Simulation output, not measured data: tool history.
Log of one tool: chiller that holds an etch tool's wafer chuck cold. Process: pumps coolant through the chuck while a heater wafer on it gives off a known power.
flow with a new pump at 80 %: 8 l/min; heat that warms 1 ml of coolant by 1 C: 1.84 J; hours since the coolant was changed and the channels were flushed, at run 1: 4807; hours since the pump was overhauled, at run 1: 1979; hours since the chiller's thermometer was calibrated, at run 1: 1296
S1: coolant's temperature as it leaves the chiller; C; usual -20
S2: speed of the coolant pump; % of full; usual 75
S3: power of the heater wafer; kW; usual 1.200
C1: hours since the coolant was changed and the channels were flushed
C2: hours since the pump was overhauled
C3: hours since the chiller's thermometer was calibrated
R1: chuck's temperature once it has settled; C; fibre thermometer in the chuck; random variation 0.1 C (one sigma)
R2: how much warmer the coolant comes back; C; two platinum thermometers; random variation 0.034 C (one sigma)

run    hour   S1  S2     S3    C1    C2    C3     R1    R2
  1     0.0  -20  75  1.200  4807  1979  1296   -6.8  5.29
  2   195.8  -20  75  0.716  5003  2175  1492  -12.1  3.11
  3   320.5  -20  75  0.716  5128  2299  1617  -12.1  3.20
  4   483.6  -20  75  1.200  5291  2462  1780   -6.9  5.28
  5   585.7  -20  75  1.200  5393  2564  1882   -7.0  5.34
  6   765.1  -20  75  1.200  5572  2744  2062   -6.8  5.34
  7   854.5  -20  75  1.200  5662  2833  2151   -6.9  5.34
  8   978.1  -20  75  1.200  5785  2957  2275   -6.9  5.31
  9  1112.8  -20  75  1.200  5920  3092  2409   -7.0  5.30
 10  1286.8  -27  75  1.200  6094  3266  2583  -14.0  5.38
 11  1457.3  -27  94  1.200  6265  3436  2754  -15.8  4.20
 12  1639.4  -20  75  1.200  6447  3618  2936   -6.6  5.37
 13  1797.5  -20  75  1.599  6605  3776  3094   -2.5  7.21
 14  1943.9  -20  75  1.599  6751  3923  3240   -2.6  7.13
     1964.0  -- coolant changed, channels flushed
 15  2086.5  -20  75  1.599   122  4059  3377   -2.5  7.17
 16  2218.5  -20  75  1.200   255  4191  3509   -6.7  5.51

Forecast run 17:
 17  2367.4  -19  77  0.679  403  4340  3658   ?   ?

{"run 17": {"R1": -11.8, "R2": 3.05}}
Without the tool's hidden state the same run would have given R1 -11.8 C, R2 2.86 C.
